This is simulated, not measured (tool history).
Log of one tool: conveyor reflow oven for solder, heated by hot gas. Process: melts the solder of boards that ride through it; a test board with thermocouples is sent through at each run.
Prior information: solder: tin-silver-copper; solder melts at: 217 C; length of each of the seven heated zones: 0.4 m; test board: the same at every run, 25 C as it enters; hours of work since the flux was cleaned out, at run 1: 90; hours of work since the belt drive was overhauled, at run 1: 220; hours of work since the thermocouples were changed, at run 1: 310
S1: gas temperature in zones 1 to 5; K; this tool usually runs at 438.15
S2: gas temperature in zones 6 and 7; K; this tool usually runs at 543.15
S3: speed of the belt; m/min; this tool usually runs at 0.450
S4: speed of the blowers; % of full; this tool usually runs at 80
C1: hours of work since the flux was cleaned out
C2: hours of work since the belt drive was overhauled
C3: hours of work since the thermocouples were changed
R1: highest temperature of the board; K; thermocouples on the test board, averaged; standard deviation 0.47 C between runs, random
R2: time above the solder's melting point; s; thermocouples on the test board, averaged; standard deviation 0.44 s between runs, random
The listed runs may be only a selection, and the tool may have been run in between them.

Run 1, day 0.000: usual settings; C1 90; C2 220; C3 310. Result: R1 526.05 K, R2 77.7 s.
Run 2, day 0.488: usual settings; C1 98; C2 228; C3 318. Result: R1 526.85 K, R2 78.3 s.
Run 3, day 1.279: usual settings; C1 111; C2 242; C3 332. Result: R1 526.95 K, R2 77.7 s.
Run 4, day 1.996: usual settings; C1 123; C2 254; C3 344. Result: R1 526.15 K, R2 77.8 s.
Run 5, day 2.838: usual settings; C1 137; C2 268; C3 358. Result: R1 526.35 K, R2 76.5 s.
Run 6, day 3.812: usual settings; C1 154; C2 284; C3 374. Result: R1 525.75 K, R2 77.3 s.
Run 7, day 4.750: usual settings; C1 169; C2 300; C3 390. Result: R1 526.15 K, R2 76.6 s.
Run 8, day 5.408: usual settings but S2 554.15 K; C1 180; C2 311; C3 401. Result: R1 535.45 K, R2 84.9 s.
Run 9, day 5.850: usual settings but S4 66 % of full; C1 188; C2 318; C3 408. Result: R1 522.05 K, R2 70.3 s.
Run 10, day 6.554: usual settings but S4 66 % of full; C1 200; C2 330; C3 420. Result: R1 522.35 K, R2 71.0 s.
Run 11, day 7.525: usual settings but S1 424.15 K, S2 531.15 K, S3 0.370 m/min, S4 72 % of full; C1 216; C2 346; C3 436. Result: R1 517.05 K, R2 77.5 s.
At day 7.762: belt drive overhauled, speed set with a stopwatch.
Run 12, day 8.212: usual settings but S1 443.15 K, S2 538.15 K; C1 225; C2 8; C3 445. Result: R1 522.05 K, R2 75.5 s.
Run 13, day 8.883: usual settings but S1 443.15 K, S2 538.15 K; C1 236; C2 19; C3 456. Result: R1 521.55 K, R2 75.1 s.
Run 14, day 9.588: usual settings but S1 443.15 K, S2 538.15 K; C1 248; C2 31; C3 468. Result: R1 521.45 K, R2 75.0 s.
Run 15, day 10.312: usual settings but S3 0.388 m/min, S4 70 % of full; C1 260; C2 43; C3 480. Result: R1 527.05 K, R2 92.1 s.
Run 16, day 11.225: usual settings but S1 427.15 K, S2 551.15 K, S3 0.388 m/min, S4 70 % of full; C1 275; C2 58; C3 495. Result: R1 533.65 K, R2 92.5 s.
At day 11.488: flux residue cleaned out of gas plates and filters.
Run 17, day 12.096: usual settings but S1 437.15 K, S2 532.15 K, S3 0.470 m/min, S4 84 % of full; C1 10; C2 69; C3 506. Result: R1 517.05 K, R2 64.7 s.
Run 18, day 12.675: usual settings but S1 437.15 K, S2 532.15 K, S3 0.470 m/min, S4 84 % of full; C1 20; C2 79; C3 516. Result: R1 515.25 K, R2 63.4 s.
At day 13.550: belt drive overhauled, speed set with a stopwatch, once more.
Run 19, day 13.833: usual settings but S3 0.516 m/min, S4 62 % of full; C1 37; C2 5; C3 533. Result: R1 515.15 K, R2 52.9 s.

Below are 3 alternative next runs, each starting from the tool's condition after run 19. Predict each:
Run A, day 14.808: usual settings but S2 537.15 K, S3 0.375 m/min, S4 89 % of full; C1 53; C2 21; C3 549. Result: R1 ?, R2 ?.
Run B, day 14.808: usual settings but S2 540.15 K; C1 53; C2 21; C3 549. Result: R1 ?, R2 ?.
Run C, day 14.808: usual settings but S2 547.15 K, S4 69 % of full; C1 53; C2 21; C3 549. Result: R1 ?, R2 ?.

run      R1    R2
  A  526.55  98.0
  B  523.75  74.9
  C  527.35  76.1
With no hidden state in the tool, these same runs would have given:
run      R1    R2
  A  528.35  99.9
  B  525.55  76.8
  C  529.15  77.9

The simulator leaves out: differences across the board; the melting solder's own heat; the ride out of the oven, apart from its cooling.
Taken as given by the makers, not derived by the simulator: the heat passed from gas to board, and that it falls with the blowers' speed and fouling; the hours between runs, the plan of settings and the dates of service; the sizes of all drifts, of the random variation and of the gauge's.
